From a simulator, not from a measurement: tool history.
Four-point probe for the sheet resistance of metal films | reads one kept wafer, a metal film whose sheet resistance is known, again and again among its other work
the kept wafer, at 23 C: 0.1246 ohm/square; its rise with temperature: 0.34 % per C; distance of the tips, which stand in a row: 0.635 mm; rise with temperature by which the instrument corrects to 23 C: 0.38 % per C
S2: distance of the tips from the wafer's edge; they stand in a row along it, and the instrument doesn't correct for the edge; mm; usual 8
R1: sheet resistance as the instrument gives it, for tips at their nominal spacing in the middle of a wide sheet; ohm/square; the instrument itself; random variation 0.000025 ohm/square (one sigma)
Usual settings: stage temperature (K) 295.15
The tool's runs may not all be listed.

run 1 hour=0.0 | stage_temperature_(K)=295.15 S2=8 | R1=0.123884
run 2 hour=66.6 | stage_temperature_(K)=303.15 S2=8 | R1=0.123498
run 3 hour=122.0 | stage_temperature_(K)=303.15 S2=8 | R1=0.123398
run 4 hour=174.3 | stage_temperature_(K)=295.15 S2=17 | R1=0.123514
run 5 hour=242.8 | stage_temperature_(K)=295.15 S2=17 | R1=0.123524
run 6 hour=292.1 | stage_temperature_(K)=295.15 S2=17 | R1=0.123518
run 7 hour=358.6 | stage_temperature_(K)=295.15 S2=17 | R1=0.123496
-- hour=365.4 stage's thermometer calibrated
run 8 hour=427.8 | stage_temperature_(K)=295.15 S2=17 | R1=0.123326
run 9 hour=482.4 | stage_temperature_(K)=304.15 S2=15 | R1=0.122906
run 10 hour=535.8 | stage_temperature_(K)=302.15 S2=22 | R1=0.122904
run 11 hour=610.0 | stage_temperature_(K)=299.15 S2=6 | R1=0.123732
run 12 hour=656.4 | stage_temperature_(K)=293.15 S2=37 | R1=0.123300

4 ways to go on from here, each from the tool as it stands after run 12. What would each give?
run A hour=732.1 | stage_temperature_(K)=295.15 S2=5 | R1=?
run B hour=732.1 | stage_temperature_(K)=295.15 S2=29 | R1=?
run C hour=732.1 | stage_temperature_(K)=296.15 S2=26 | R1=?
run D hour=732.1 | stage_temperature_(K)=297.15 S2=37 | R1=?

run=A R1=0.124180
run=B R1=0.123163
run=C R1=0.123119
run=D R1=0.123058
Without the tool's hidden state the same runs would have given:
run=A R1=0.125701
run=B R1=0.124672
run=C R1=0.124627
run=D R1=0.124564
